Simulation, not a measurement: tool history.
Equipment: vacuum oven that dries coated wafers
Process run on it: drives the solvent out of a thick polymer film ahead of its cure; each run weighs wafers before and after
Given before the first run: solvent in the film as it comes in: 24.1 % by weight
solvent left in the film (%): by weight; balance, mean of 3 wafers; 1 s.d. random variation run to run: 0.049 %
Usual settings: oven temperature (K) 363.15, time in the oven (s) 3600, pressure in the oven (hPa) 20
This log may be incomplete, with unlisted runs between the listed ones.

run	hour	oven temperature (K)	time in the oven (s)	pressure in the oven (hPa)	solvent left in the film (%)
1	0	363.15	3600	20	1.87
2	46.7	363.15	3600	20	2.03
3	96.7	363.15	3600	75.9	4.53
4	146.7	363.15	3600	20	2.1
5	212	363.15	3600	22	2.12
6	292.2	363.15	3600	19.8	2.06
7	366.3	363.15	3600	15.8	1.78
8	428	363.15	3600	54.3	3.61
9	500.8	363.15	3600	20	1.98
10	567.4	363.15	3600	20	2.09
11	614.1	363.15	3600	20	2.05
12	691.7	363.15	6360	20	1.07
13	755.4	363.15	3720	20	1.89
14	811.8	363.15	3720	20	1.96
15	855.8	363.15	3540	20	2.01
16	925.1	355.15	3420	77.8	7.72
17	961	372.15	6420	60.5	1.98
18	1019.4	372.15	6420	60.5	1.99
19	1052.8	372.15	6420	60.5	2.1
20	1134.7	372.15	6420	60.5	2.13
21	1178.8	372.15	2580	60.5	2.73
22	1213.2	348.15	4020	49.8	8.23
23	1294.3	348.15	4020	49.8	8.46
24	1371.7	362.15	3360	18	2.45
25	1442.9	360.15	1920	18	6.1
26	1511.8	360.15	1920	18	6.15
27	1576.6	350.15	3180	18.6	6.9
28	1621.7	350.15	3180	18.6	6.97
29	1690.9	350.15	1980	33.7	10.86
30	1765.8	363.15	6360	20	1.1

5 ways to go on from here, each from the tool as it stands after run 30. What would each give?
A	1844	372.15	6360	20	?
B	1844	363.15	3360	54	?
C	1844	363.15	6360	48.9	?
D	1844	363.15	3600	16.7	?
E	1844	356.15	3600	20	?

run	solvent left in the film (%)
A	0.66
B	3.87
C	2.43
D	1.92
E	3.89
Stripped of hidden state, with their random variation kept, the same runs would have yielded:
run	solvent left in the film (%)
A	0.65
B	3.83
C	2.41
D	1.89
E	3.84
